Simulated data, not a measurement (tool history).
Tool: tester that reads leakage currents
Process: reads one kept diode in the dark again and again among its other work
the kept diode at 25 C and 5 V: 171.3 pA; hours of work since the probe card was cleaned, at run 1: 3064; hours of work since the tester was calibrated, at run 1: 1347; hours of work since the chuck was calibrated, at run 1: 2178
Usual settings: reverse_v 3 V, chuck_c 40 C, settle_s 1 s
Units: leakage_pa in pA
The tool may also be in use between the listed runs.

run    hour  reverse_v  chuck_c  settle_s  hours of work since the probe card was cleaned  hours of work since the tester was calibrated  hours of work since the chuck was calibrated  leakage_pa
  1       0          3       40         1                                            3064                                           1347                                          2178      419.29
  2    44.9       12.7       40         1                                            3091                                           1374                                          2205      883.97
  3     113       12.7       40         1                                            3132                                           1415                                          2246      882.68
  4   164.5       12.7       40         1                                            3163                                           1446                                          2277      885.14
      195.2  -- chuck's temperature calibrated
  5   225.4       12.7       40         1                                            3198                                           1481                                            18      797.31
  6   274.6       12.7       40         1                                            3228                                           1511                                            48      799.99
  7   320.4       12.7       40         1                                            3255                                           1538                                            75       801.8
  8   379.7          3       40         1                                            3291                                           1574                                           111      380.88
  9   437.6          3       40         1                                            3326                                           1609                                           146      380.53
 10   515.5          3       40         1                                            3373                                           1655                                           192      381.28
 11   579.2          3       40         1                                            3411                                           1694                                           231      384.01
 12   629.6          3       40         1                                            3441                                           1724                                           261      381.02
 13     682       9.38       40         1                                            3472                                           1755                                           292       693.1
 14     756       9.38       40         1                                            3517                                           1800                                           337       688.4
 15   834.2          3       59         1                                            3564                                           1847                                           384     1251.39
 16   886.9          3       40      3.71                                            3595                                           1878                                           415      384.17
 17   951.7          3       40      3.71                                            3634                                           1917                                           454       383.9
 18  1032.4          3       40         1                                            3683                                           1966                                           503      386.64
 19  1113.6          3       40      0.63                                            3732                                           2015                                           551      387.54
     1122.1  -- probe card cleaned and baked
 20  1185.9       2.84       40      0.63                                              38                                           2056                                           593      370.06
 21  1241.6       5.68       40      1.23                                              72                                           2090                                           626      524.27
 22  1323.8       5.68       21         9                                             121                                           2139                                           676      138.22
 23    1405       5.68       21         9                                             170                                           2188                                           724      138.89
 24  1472.4       4.37       40         1                                             210                                           2228                                           765      466.49
 25  1534.8       5.69       40         1                                             248                                           2266                                           802      533.12
 26  1594.9       5.69       40         1                                             284                                           2302                                           838      531.17
 27  1643.1       2.54       23         1                                             313                                           2331                                           867      108.14
 28  1709.8       2.54       23         1                                             353                                           2371                                           907      108.42
 29  1748.9      10.22       41      2.12                                             376                                           2394                                           931      765.07
 30  1831.4       1.51       25      1.19                                             426                                           2444                                           980       96.32
 31  1897.8       1.51       25      5.77                                             466                                           2483                                          1020       97.28
 32  1974.1       1.38       39      6.61                                             511                                           2529                                          1066      246.19
 33  2024.9       1.38       39      6.61                                             542                                           2560                                          1097      246.52
 34  2073.3       1.38       39      6.61                                             571                                           2589                                          1126      245.35
 35  2149.2       2.07       48      6.61                                             617                                           2634                                          1171      541.95
 36  2217.2       2.07       48      6.61                                             657                                           2675                                          1212         541
 37  2272.7      12.22       40         1                                             691                                           2708                                          1245      799.13
 38  2307.3       1.94       52       0.5                                             711                                           2729                                          1266      674.83
 39  2388.6       1.24       25      4.06                                             760                                           2778                                          1315       89.43

Forecast each of these 5 alternatives for the next run:
  A  2472.7       1.44       42      0.93                                             811                                           2829                                          1365           ?
  B  2472.7        1.9       43      3.86                                             811                                           2829                                          1365           ?
  C  2472.7       3.61       21       1.8                                             811                                           2829                                          1365           ?
  D  2472.7      14.12       55      1.91                                             811                                           2829                                          1365           ?
  E  2472.7          3       47         1                                             811                                           2829                                          1365           ?

run  leakage_pa
  A      309.79
  B      378.19
  C       115.8
  D     2215.28
  E      618.18
Without the tool's hidden state the same runs would have given:
run  leakage_pa
  A      297.42
  B      363.12
  C      108.69
  D     2132.72
  E      594.32
